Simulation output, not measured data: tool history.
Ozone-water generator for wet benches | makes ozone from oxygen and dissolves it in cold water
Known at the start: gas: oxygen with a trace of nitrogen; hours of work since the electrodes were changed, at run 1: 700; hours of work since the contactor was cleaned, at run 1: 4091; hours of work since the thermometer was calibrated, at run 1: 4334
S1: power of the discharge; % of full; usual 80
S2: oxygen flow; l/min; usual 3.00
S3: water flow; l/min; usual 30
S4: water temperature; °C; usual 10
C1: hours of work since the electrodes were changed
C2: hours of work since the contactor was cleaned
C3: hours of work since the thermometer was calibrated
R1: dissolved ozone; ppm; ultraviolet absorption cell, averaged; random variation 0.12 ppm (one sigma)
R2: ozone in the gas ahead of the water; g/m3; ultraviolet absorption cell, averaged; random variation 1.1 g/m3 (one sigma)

run	hour	S1	S2	S3	S4	C1	C2	C3	R1	R2
1	0.0	80	3.00	30	10	700	4091	4334	9.9	188.7
2	109.7	80	3.00	30	10	801	4192	4435	9.8	189.1
3	291.3	80	3.00	30	10	969	4360	4603	9.8	187.1
4	386.7	80	3.00	30	10	1057	4448	4691	9.7	186.5
5	598.2	80	3.00	31	10	1253	4644	4887	9.1	186.2
6	698.7	80	3.00	31	10	1346	4736	4980	9.1	188.3
7	790.2	80	3.00	31	10	1430	4821	5064	8.9	185.0
8	985.0	80	3.00	31	10	1610	5001	5244	9.0	183.3
9	1195.5	80	3.00	31	10	1805	5196	5439	8.9	181.8
10	1394.5	80	3.00	31	10	1989	5380	5623	8.9	181.4
11	1568.7	80	3.00	31	10	2150	5541	5784	8.8	177.0
# hour 1682.8: water thermometer calibrated
12	1778.1	80	2.28	31	10	2343	5734	88	7.8	198.0
13	1902.5	80	3.62	31	10	2458	5849	203	9.3	164.0
14	2020.3	80	3.62	31	10	2567	5958	312	9.3	163.5
15	2242.5	80	3.00	30	13	2772	6163	517	8.5	176.1
# hour 2349.0: contactor cleaned
16	2377.8	45	3.00	43	10	2894	27	639	4.4	117.9
17	2524.5	80	3.55	19	7	3029	162	774	16.6	161.6
18	2622.4	80	3.55	19	7	3120	253	865	16.2	159.8
19	2847.2	80	3.00	19	9	3328	461	1073	15.0	171.8
20	2941.7	80	3.00	25	10	3415	548	1160	11.6	170.4
21	3047.6	80	3.00	30	6	3513	646	1258	9.8	170.5
22	3207.7	80	3.00	30	6	3661	794	1406	9.4	168.2
23	3346.0	50	1.69	30	10	3789	922	1534	5.3	158.1
24	3456.7	50	1.69	30	10	3891	1024	1636	5.4	158.9
25	3554.4	50	1.69	30	12	3982	1114	1727	5.1	158.3
26	3670.4	43	3.19	19	10	4089	1222	1834	9.8	107.0
27	3871.7	80	2.69	20	10	4275	1408	2020	13.1	170.3
28	4091.2	97	3.00	30	10	4478	1611	2223	10.3	185.0
29	4251.1	54	4.14	30	10	4626	1758	2371	7.6	109.1

Hidden state at the last listed run before each entry between runs and at the first one after, where it differs:
Between runs 11 and 12: water thermometer calibrated (hour 1682.8)
  yield of the discharge, % of new electrodes': 93.5 -> 92.8; contactor's efficiency, % of a clean one's: 82.2 -> 81.6; true water temperature over the reading, C: 0.37 -> -0.03
  measured less the result without the state, R1: -1.8 -> -1.7 ppm; R2: -13.6 -> -16.8 g/m3
Between runs 15 and 16: contactor cleaned (hour 2349.0)
  yield of the discharge, % of new electrodes': 91.4 -> 91; contactor's efficiency, % of a clean one's: 80.3 -> 99.4; true water temperature over the reading, C: 0 -> 0.01
  measured less the result without the state, R1: -2.0 -> -0.3 ppm; R2: -18.2 -> -7.8 g/m3
